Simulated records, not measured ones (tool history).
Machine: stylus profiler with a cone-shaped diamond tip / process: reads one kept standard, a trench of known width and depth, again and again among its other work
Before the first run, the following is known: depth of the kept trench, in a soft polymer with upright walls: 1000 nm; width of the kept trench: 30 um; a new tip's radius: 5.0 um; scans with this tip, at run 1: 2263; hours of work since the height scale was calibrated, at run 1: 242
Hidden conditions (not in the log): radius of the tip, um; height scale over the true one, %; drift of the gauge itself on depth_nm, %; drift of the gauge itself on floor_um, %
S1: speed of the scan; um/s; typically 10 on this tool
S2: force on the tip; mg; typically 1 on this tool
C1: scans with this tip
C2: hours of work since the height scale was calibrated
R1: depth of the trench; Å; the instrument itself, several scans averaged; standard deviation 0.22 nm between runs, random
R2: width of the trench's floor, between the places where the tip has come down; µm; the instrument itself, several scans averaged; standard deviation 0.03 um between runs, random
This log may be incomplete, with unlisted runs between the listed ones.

{"run": 1, "hour": 0.0, "S1": 10, "S2": 1, "C1": 2263, "C2": 242, "R1": 10046.3, "R2": 23.22}
{"run": 2, "hour": 15.9, "S1": 10, "S2": 1, "C1": 2359, "C2": 252, "R1": 10055.5, "R2": 23.23}
{"run": 3, "hour": 32.7, "S1": 10, "S2": 1, "C1": 2460, "C2": 263, "R1": 10055.8, "R2": 23.14}
{"run": 4, "hour": 46.0, "S1": 25, "S2": 1, "C1": 2540, "C2": 272, "R1": 10052, "R2": 23.11}
{"run": 5, "hour": 59.4, "S1": 10, "S2": 1, "C1": 2621, "C2": 280, "R1": 10051.5, "R2": 23.14}
{"run": 6, "hour": 70.4, "S1": 10, "S2": 1, "C1": 2687, "C2": 287, "R1": 10047.8, "R2": 23.06}
{"run": 7, "hour": 94.4, "S1": 10, "S2": 1, "C1": 2832, "C2": 303, "R1": 10054.6, "R2": 23.09}
{"hour": 96.7, "done": "height scale calibrated on a step standard"}
{"run": 8, "hour": 114.4, "S1": 10, "S2": 1, "C1": 2950, "C2": 11, "R1": 10057, "R2": 23.07}
{"run": 9, "hour": 129.3, "S1": 10, "S2": 0.94, "C1": 3040, "C2": 21, "R1": 10057.5, "R2": 22.99}
{"hour": 133.2, "done": "height scale calibrated on a step standard, once more"}
{"run": 10, "hour": 150.5, "S1": 10, "S2": 0.94, "C1": 3164, "C2": 11, "R1": 10039.4, "R2": 22.94}
{"run": 11, "hour": 162.5, "S1": 4, "S2": 0.61, "C1": 3237, "C2": 19, "R1": 10029.7, "R2": 23}
{"run": 12, "hour": 176.9, "S1": 5, "S2": 0.75, "C1": 3324, "C2": 28, "R1": 10032, "R2": 22.94}
{"run": 13, "hour": 193.7, "S1": 39, "S2": 1.46, "C1": 3426, "C2": 39, "R1": 10052.6, "R2": 22.82}
{"run": 14, "hour": 212.3, "S1": 2, "S2": 0.99, "C1": 3538, "C2": 51, "R1": 10038.9, "R2": 22.91}
{"run": 15, "hour": 233.2, "S1": 7, "S2": 0.37, "C1": 3664, "C2": 65, "R1": 10023.5, "R2": 22.86}
{"run": 16, "hour": 256.3, "S1": 7, "S2": 0.37, "C1": 3803, "C2": 79, "R1": 10021.7, "R2": 22.74}
{"run": 17, "hour": 268.7, "S1": 6, "S2": 0.7, "C1": 3878, "C2": 87, "R1": 10038, "R2": 22.79}
{"run": 18, "hour": 290.2, "S1": 6, "S2": 0.7, "C1": 4007, "C2": 101, "R1": 10035.9, "R2": 22.73}

5 ways to go on from here, each from the tool as it stands after run 18. What would each give?
{"run": "A", "hour": 308.2, "S1": 6, "S2": 0.7, "C1": 4116, "C2": 113, "R1": "?", "R2": "?"}
{"run": "B", "hour": 308.2, "S1": 25, "S2": 0.45, "C1": 4116, "C2": 113, "R1": "?", "R2": "?"}
{"run": "C", "hour": 308.2, "S1": 18, "S2": 0.35, "C1": 4116, "C2": 113, "R1": "?", "R2": "?"}
{"run": "D", "hour": 308.2, "S1": 2, "S2": 2.36, "C1": 4116, "C2": 113, "R1": "?", "R2": "?"}
{"run": "E", "hour": 308.2, "S1": 21, "S2": 0.51, "C1": 4116, "C2": 113, "R1": "?", "R2": "?"}

run=A R1=10038.5 R2=22.75
run=B R1=10031.2 R2=22.58
run=C R1=10021.4 R2=22.61
run=D R1=10074.4 R2=22.74
run=E R1=10028.2 R2=22.59
Without the tool's unlogged condition, the same runs would have read:
run=A R1=10033.4 R2=24
run=B R1=10026.1 R2=23.83
run=C R1=10016.3 R2=23.86
run=D R1=10069.3 R2=23.99
run=E R1=10023.1 R2=23.84
